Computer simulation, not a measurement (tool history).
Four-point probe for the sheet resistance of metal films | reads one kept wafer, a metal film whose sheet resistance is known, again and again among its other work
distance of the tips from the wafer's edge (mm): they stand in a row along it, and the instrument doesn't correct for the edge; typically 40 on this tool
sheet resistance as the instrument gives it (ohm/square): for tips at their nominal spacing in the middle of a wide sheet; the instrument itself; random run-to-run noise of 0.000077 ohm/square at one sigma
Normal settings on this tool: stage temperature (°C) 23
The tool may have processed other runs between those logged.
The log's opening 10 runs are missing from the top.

| run | hour | stage temperature (°C) | distance of the tips from the wafer's edge (mm) | sheet resistance as the instrument gives it (ohm/square) |
|---|---|---|---|---|
| 11 | 662.8 | 23 | 34 | 0.385165 |
| 12 | 744.4 | 20 | 34 | 0.385006 |
| 13 | 799.3 | 20 | 34 | 0.385153 |
| 14 | 874.1 | 20 | 34 | 0.385069 |
| 15 | 965.9 | 20 | 34 | 0.385023 |
| 16 | 1064.2 | 20 | 34 | 0.385189 |
| 17 | 1136.5 | 20 | 34 | 0.385142 |
| 18 | 1194.9 | 23 | 13 | 0.385609 |
| 19 | 1294.6 | 23 | 13 | 0.385516 |
| 20 | 1359.7 | 23 | 13 | 0.385561 |
| 21 | 1465.2 | 23 | 13 | 0.385501 |
| 22 | 1569.8 | 23 | 5 | 0.387162 |
| 23 | 1619 | 23 | 5 | 0.387333 |
| 24 | 1725.1 | 27 | 4 | 0.388649 |
| 25 | 1809.3 | 34 | 8 | 0.38654 |
| 26 | 1868.4 | 23 | 55 | 0.385315 |
| 27 | 1948.2 | 35 | 10 | 0.386316 |
| 28 | 2007.1 | 35 | 21 | 0.38577 |
| 29 | 2061.7 | 19 | 4 | 0.388256 |
| 30 | 2152.1 | 19 | 4 | 0.388446 |
| 31 | 2235.1 | 28 | 9 | 0.385979 |
| 32 | 2316.1 | 28 | 9 | 0.386102 |

Forecast run 33:
| 33 | 2405.6 | 20 | 5 | ? |

Run 33 produced sheet resistance as the instrument gives it (ohm/square) 0.387386.
Take away the tool's hidden state, keep the run-to-run variation as it was, and the same run would have given sheet resistance as the instrument gives it (ohm/square) 0.385989.
